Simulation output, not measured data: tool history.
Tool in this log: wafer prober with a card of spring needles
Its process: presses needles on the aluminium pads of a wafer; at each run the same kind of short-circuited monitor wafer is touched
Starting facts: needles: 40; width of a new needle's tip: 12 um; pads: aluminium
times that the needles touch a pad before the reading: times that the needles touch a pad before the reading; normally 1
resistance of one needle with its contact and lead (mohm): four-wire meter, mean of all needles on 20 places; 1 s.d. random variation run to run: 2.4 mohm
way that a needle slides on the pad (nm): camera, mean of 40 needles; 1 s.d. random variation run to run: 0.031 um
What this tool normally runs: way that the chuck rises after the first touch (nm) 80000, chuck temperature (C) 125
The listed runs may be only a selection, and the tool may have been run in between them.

run   hour  way that the chuck rises after the first touch (nm)  chuck temperature (C)  times that the needles touch a pad before the reading  resistance of one needle with its contact and lead (mohm)  way that a needle slides on the pad (nm)
  1      0                                                80000                    125                                                      1                                                        323                                      9920
         2  -- tips cleaned on abrasive film
       6.5  -- tips cleaned on abrasive film
      11.8  -- tips cleaned on abrasive film
      17.2  -- tips cleaned on abrasive film
  2   17.2                                                80000                    125                                                      1                                                        286                                      9750
      22.4  -- tips cleaned on abrasive film
  3     25                                                80000                    125                                                      1                                                        327                                      9720
      27.1  -- tips cleaned on abrasive film
      32.3  -- tips cleaned on abrasive film
      34.8  -- height of the first contact set anew
      37.9  -- tips cleaned on abrasive film
  4   38.3                                                80000                    125                                                      1                                                        293                                     10230
      42.6  -- tips cleaned on abrasive film
      47.1  -- tips cleaned on abrasive film, once more
  5     48                                                80000                    125                                                      1                                                        300                                     10130
      52.1  -- tips cleaned on abrasive film
  6   55.5                                                80000                    125                                                      1                                                        330                                     10210
      56.7  -- tips cleaned on abrasive film
      62.2  -- tips cleaned on abrasive film
      67.4  -- tips cleaned on abrasive film
  7   67.5                                                80000                    125                                                      1                                                        284                                     10170
      72.6  -- tips cleaned on abrasive film
  8   75.1                                                80000                    125                                                      1                                                        319                                     10210
      77.4  -- tips cleaned on abrasive film
      82.4  -- tips cleaned on abrasive film
  9   84.6                                                80000                    125                                                      1                                                        320                                     10140
        88  -- tips cleaned on abrasive film
      93.6  -- tips cleaned on abrasive film
      98.5  -- tips cleaned on abrasive film
 10   98.8                                                80000                    101                                                      1                                                        285                                     10200
       104  -- tips cleaned on abrasive film
 11  106.3                                                80000                    101                                                      1                                                        321                                     10170
     108.7  -- tips cleaned on abrasive film
     114.2  -- tips cleaned on abrasive film
     119.4  -- tips cleaned on abrasive film
 12  121.4                                                80000                     43                                                      1                                                        299                                     10160
     124.5  -- tips cleaned on abrasive film
     129.9  -- tips cleaned on abrasive film
     135.4  -- tips cleaned on abrasive film
 13  138.8                                                80000                     43                                                      1                                                        308                                     10130
       140  -- tips cleaned on abrasive film
       145  -- tips cleaned on abrasive film
     150.2  -- tips cleaned on abrasive film
     155.1  -- tips cleaned on abrasive film
 14  155.2                                                80000                     43                                                      1                                                        269                                     10120
     160.4  -- tips cleaned on abrasive film
     165.8  -- tips cleaned on abrasive film
     170.9  -- tips cleaned on abrasive film
 15  171.6                                                80000                     46                                                      1                                                        284                                     10060
     176.2  -- tips cleaned on abrasive film
 16  179.4                                                80000                     46                                                      1                                                        310                                     10100
     181.4  -- tips cleaned on abrasive film
     186.4  -- tips cleaned on abrasive film
     191.7  -- tips cleaned on abrasive film
 17  193.7                                                94000                     65                                                      1                                                        297                                     11830
     196.8  -- tips cleaned on abrasive film
     201.7  -- tips cleaned on abrasive film
     206.9  -- tips cleaned on abrasive film
 18  210.3                                                80000                     75                                                      1                                                        324                                     10040
     211.5  -- tips cleaned on abrasive film
       216  -- tips cleaned on abrasive film
 19  219.9                                                64000                     75                                                      1                                                        361                                      7990
     221.1  -- tips cleaned on abrasive film
     225.6  -- tips cleaned on abrasive film
     230.8  -- tips cleaned on abrasive film
 20  234.6                                                60000                    124                                                      2                                                        347                                      7420
     235.5  -- tips cleaned on abrasive film
     240.8  -- tips cleaned on abrasive film
 21  245.1                                                68000                     54                                                      2                                                        316                                      8480
     246.3  -- tips cleaned on abrasive film
     251.2  -- tips cleaned on abrasive film
     256.8  -- tips cleaned on abrasive film
 22  257.3                                                68000                     54                                                      2                                                        280                                      8470
     261.3  -- tips cleaned on abrasive film
     265.9  -- tips cleaned on abrasive film
       271  -- tips cleaned on abrasive film
 23    271                                                68000                     54                                                      2                                                        269                                      8460
     276.5  -- tips cleaned on abrasive film
     281.6  -- tips cleaned on abrasive film
 24  285.2                                                68000                    108                                                      1                                                        354                                      8380
     286.4  -- tips cleaned on abrasive film
     291.5  -- tips cleaned on abrasive film
     296.2  -- tips cleaned on abrasive film
 25  299.5                                                68000                    108                                                      1                                                        357                                      8390
     301.6  -- tips cleaned on abrasive film
       307  -- tips cleaned on abrasive film
     312.4  -- tips cleaned on abrasive film
 26  314.8                                                96000                     30                                                      2                                                        279                                     11930
       317  -- tips cleaned on abrasive film
     322.5  -- tips cleaned on abrasive film
     327.5  -- tips cleaned on abrasive film
 27  331.7                                                96000                     30                                                      2                                                        285                                     11910
     332.7  -- tips cleaned on abrasive film
     337.8  -- tips cleaned on abrasive film
 28  340.9                                                96000                     30                                                      1                                                        294                                     11970

Consider 5 possible next runs. They are alternatives, not a sequence: every one starts from the tool as it was left by run 28. What does each give?
       343  -- tips cleaned on abrasive film
     348.1  -- tips cleaned on abrasive film
  A  352.2                                                68000                     30                                                      1                                                          ?                                         ?
       343  -- tips cleaned on abrasive film
     348.1  -- tips cleaned on abrasive film
  B  352.2                                                96000                     30                                                      3                                                          ?                                         ?
       343  -- tips cleaned on abrasive film
     348.1  -- tips cleaned on abrasive film
  C  352.2                                                86000                    113                                                      1                                                          ?                                         ?
       343  -- tips cleaned on abrasive film
     348.1  -- tips cleaned on abrasive film
  D  352.2                                                61000                     30                                                      1                                                          ?                                         ?
       343  -- tips cleaned on abrasive film
     348.1  -- tips cleaned on abrasive film
  E  352.2                                                85000                     90                                                      2                                                          ?                                         ?

run  resistance of one needle with its contact and lead (mohm)  way that a needle slides on the pad (nm)
  A                                                        355                                      8390
  B                                                        274                                     11900
  C                                                        334                                     10670
  D                                                        370                                      7460
  E                                                        308                                     10540
Had the tool no hidden state, the same runs would have come out as:
run  resistance of one needle with its contact and lead (mohm)  way that a needle slides on the pad (nm)
  A                                                        255                                      8730
  B                                                        254                                     12230
  C                                                        276                                     11010
  D                                                        250                                      7800
  E                                                        271                                     10880
